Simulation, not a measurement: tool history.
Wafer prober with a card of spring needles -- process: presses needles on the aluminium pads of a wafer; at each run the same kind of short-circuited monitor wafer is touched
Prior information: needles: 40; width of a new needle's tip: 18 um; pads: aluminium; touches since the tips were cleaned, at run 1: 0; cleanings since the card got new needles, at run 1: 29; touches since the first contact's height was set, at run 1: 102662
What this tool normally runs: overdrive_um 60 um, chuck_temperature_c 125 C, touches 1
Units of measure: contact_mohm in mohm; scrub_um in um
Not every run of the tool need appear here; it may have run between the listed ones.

| run | day | overdrive_um | chuck_temperature_c | touches | touches since the tips were cleaned | cleanings since the card got new needles | touches since the first contact's height was set | contact_mohm | scrub_um |
|---|---|---|---|---|---|---|---|---|---|
| 1 | 0 | 60 | 125 | 1 | 0 | 29 | 102662 | 210 | 16.24 |
|  | 0.8 | tips cleaned on abrasive film |
| 2 | 1.25 | 60 | 125 | 1 | 5521 | 30 | 117904 | 327 | 16.16 |
|  | 1.617 | tips cleaned on abrasive film |
| 3 | 2.012 | 60 | 125 | 1 | 4853 | 31 | 127185 | 320 | 16.11 |
|  | 2.333 | tips cleaned on abrasive film |
| 4 | 2.883 | 60 | 125 | 1 | 6730 | 32 | 137757 | 344 | 15.98 |
|  | 3.096 | tips cleaned on abrasive film |
|  | 3.904 | tips cleaned on abrasive film |
| 5 | 4.338 | 60 | 125 | 1 | 5293 | 34 | 155461 | 330 | 15.98 |
|  | 4.721 | tips cleaned on abrasive film |
|  | 5.492 | tips cleaned on abrasive film |
| 6 | 5.633 | 60 | 125 | 1 | 1746 | 36 | 171193 | 271 | 15.98 |
|  | 6.208 | tips cleaned on abrasive film |
| 7 | 6.604 | 60 | 125 | 2 | 4829 | 37 | 183037 | 279 | 15.89 |
|  | 6.921 | tips cleaned on abrasive film |
|  | 7.642 | tips cleaned on abrasive film |
|  | 7.925 | height of the first contact set anew |
| 8 | 8.129 | 71 | 125 | 1 | 5812 | 39 | 2518 | 291 | 19.46 |
|  | 8.4 | tips cleaned on abrasive film |
|  | 9.108 | tips cleaned on abrasive film |
| 9 | 9.15 | 71 | 125 | 1 | 541 | 41 | 14917 | 220 | 19.3 |
|  | 9.925 | tips cleaned on abrasive film |
| 10 | 10.054 | 45 | 110 | 1 | 1574 | 42 | 25915 | 317 | 12.22 |
|  | 10.688 | tips cleaned on abrasive film |
| 11 | 11.375 | 45 | 26 | 1 | 8426 | 43 | 42017 | 470 | 12.3 |
|  | 11.504 | tips cleaned on abrasive film |
|  | 12.212 | tips cleaned on abrasive film |
| 12 | 12.521 | 45 | 26 | 1 | 3775 | 45 | 55912 | 409 | 12.12 |
|  | 12.925 | tips cleaned on abrasive film |
| 13 | 13.4 | 78 | 125 | 1 | 5813 | 46 | 66642 | 280 | 21.17 |
|  | 13.658 | tips cleaned on abrasive film |
| 14 | 14.05 | 42 | 125 | 2 | 4763 | 47 | 74505 | 352 | 11.29 |
|  | 14.396 | tips cleaned on abrasive film |
| 15 | 15.05 | 71 | 125 | 1 | 8019 | 48 | 86700 | 308 | 19.21 |
|  | 15.196 | tips cleaned on abrasive film |
|  | 15.912 | tips cleaned on abrasive film |
| 16 | 16.25 | 43 | 76 | 2 | 4143 | 50 | 101295 | 342 | 11.42 |
|  | 16.612 | tips cleaned on abrasive film |
|  | 17.333 | tips cleaned on abrasive film |
| 17 | 17.383 | 54 | 125 | 2 | 616 | 52 | 115015 | 228 | 14.47 |
|  | 18.092 | tips cleaned on abrasive film |
|  | 18.8 | tips cleaned on abrasive film |
| 18 | 18.8 | 54 | 125 | 2 | 0 | 54 | 132237 | 214 | 14.36 |

5 options for the next run, each taken on its own from the tool as it stands now. Forecast them:
|  | 19.504 | tips cleaned on abrasive film |
| A | 19.721 | 51 | 38 | 2 | 2645 | 55 | 143477 | ? | ? |
|  | 19.504 | tips cleaned on abrasive film |
| B | 19.721 | 52 | 82 | 2 | 2645 | 55 | 143477 | ? | ? |
|  | 19.504 | tips cleaned on abrasive film |
| C | 19.721 | 73 | 74 | 1 | 2645 | 55 | 143477 | ? | ? |
|  | 19.504 | tips cleaned on abrasive film |
| D | 19.721 | 54 | 64 | 2 | 2645 | 55 | 143477 | ? | ? |
|  | 19.504 | tips cleaned on abrasive film |
| E | 19.721 | 60 | 44 | 3 | 2645 | 55 | 143477 | ? | ? |

| run | contact_mohm | scrub_um |
|---|---|---|
| A | 271 | 13.53 |
| B | 275 | 13.76 |
| C | 257 | 19.58 |
| D | 262 | 14.31 |
| E | 218 | 16.01 |
Without the tool's unlogged condition, the same runs would have read:
| run | contact_mohm | scrub_um |
|---|---|---|
| A | 182 | 13.97 |
| B | 193 | 14.2 |
| C | 185 | 20.02 |
| D | 185 | 14.75 |
| E | 178 | 16.44 |
